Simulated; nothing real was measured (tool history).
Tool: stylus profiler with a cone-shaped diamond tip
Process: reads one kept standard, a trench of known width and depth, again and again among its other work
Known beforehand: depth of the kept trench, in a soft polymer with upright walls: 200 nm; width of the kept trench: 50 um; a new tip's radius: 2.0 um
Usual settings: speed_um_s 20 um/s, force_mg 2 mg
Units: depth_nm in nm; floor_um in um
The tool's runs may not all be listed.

run,hour,speed_um_s,force_mg,depth_nm,floor_um
1,0,20,2,202.17,48.18
2,37,20,2,201.98,48.21
3,87.5,20,2,202.14,48.22
4,140.8,20,2,202.11,48.24
5,180.2,8,2,202.1,48.24
6,211.8,8,2,202.1,48.21
7,254.5,8,2,202.03,48.23
8,305.8,26,1.73,201.85,48.18
9,345.5,34,2,202.1,48.16
10,381.4,34,1.73,202.01,48.17

Run 11 is up next; what results do you expect?
11,415.3,34,1.73,?,?

depth_nm: 201.79 nm
floor_um: 48.19 um
Had the tool carried no hidden state, the very same run would have given depth_nm 201.78 nm, floor_um 48.21 um.

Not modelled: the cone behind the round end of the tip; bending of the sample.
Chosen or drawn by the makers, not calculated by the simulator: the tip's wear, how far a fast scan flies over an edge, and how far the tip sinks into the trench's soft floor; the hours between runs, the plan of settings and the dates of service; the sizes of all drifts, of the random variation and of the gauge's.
